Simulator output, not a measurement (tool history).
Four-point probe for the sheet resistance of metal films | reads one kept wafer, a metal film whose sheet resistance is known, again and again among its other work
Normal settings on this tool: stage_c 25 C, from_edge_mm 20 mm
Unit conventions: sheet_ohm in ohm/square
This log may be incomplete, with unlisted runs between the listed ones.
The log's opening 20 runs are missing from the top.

run   hour  stage_c  from_edge_mm  touches since the probe head was changed  hours of work since the stage's thermometer was calibrated  sheet_ohm
 21  431.7       25            20                                     26293                                                         352   6.219644
 22  454.7       25            20                                     27094                                                         369   6.220715
 23  478.3       25            20                                     27913                                                         387   6.221439
 24  498.3       25            20                                     28608                                                         402   6.220901
 25  528.7       25            20                                     29663                                                         424   6.223758
 26  547.1       25            70                                     30302                                                         438   6.215171
 27  563.3       25            70                                     30865                                                         450   6.217567
 28  586.2       19            20                                     31661                                                         467   6.234182
 29  614.7       29            20                                     32650                                                         489   6.219191
 30  645.6       29            20                                     33723                                                         512   6.218321
 31  663.7       29            20                                     34352                                                         525   6.220632
 32  684.5       18            18                                     35073                                                         541   6.241525
 33  714.9       34            41                                     36130                                                         563   6.207614
 34  742.4       24             6                                     37085                                                         584   6.314158
 35  763.1       24             6                                     37805                                                         599   6.313792
 36  789.1       29            10                                     38707                                                         619   6.247871
 37  810.8       34            39                                     39462                                                         635   6.209749
 38  832.2       25             5                                     40205                                                         651   6.352826
 39  848.1       24            15                                     40755                                                         663   6.239599
 40  866.3       24            15                                     41388                                                         677   6.241785
 41    892       18            26                                     42282                                                         696   6.242403
 42  905.9       32            25                                     42762                                                         706   6.220584
 43  923.6       27            42                                     43377                                                         719   6.224282
 44  943.8       20             9                                     44080                                                         735    6.27724
 45    959       21            26                                     44609                                                         746   6.239588

Predict each of these 4 candidate next runs independently; none follows another, all start after run 45:
  A  989.8       32            58                                     45677                                                         769          ?
  B  989.8       19            13                                     45677                                                         769          ?
  C  989.8       23             6                                     45677                                                         769          ?
  D  989.8       25            14                                     45677                                                         769          ?

run  sheet_ohm
  A   6.219412
  B   6.257766
  C   6.320269
  D   6.243553
Without the tool's hidden state the same runs would have given:
run  sheet_ohm
  A   6.182044
  B   6.219774
  C   6.282053
  D   6.205835
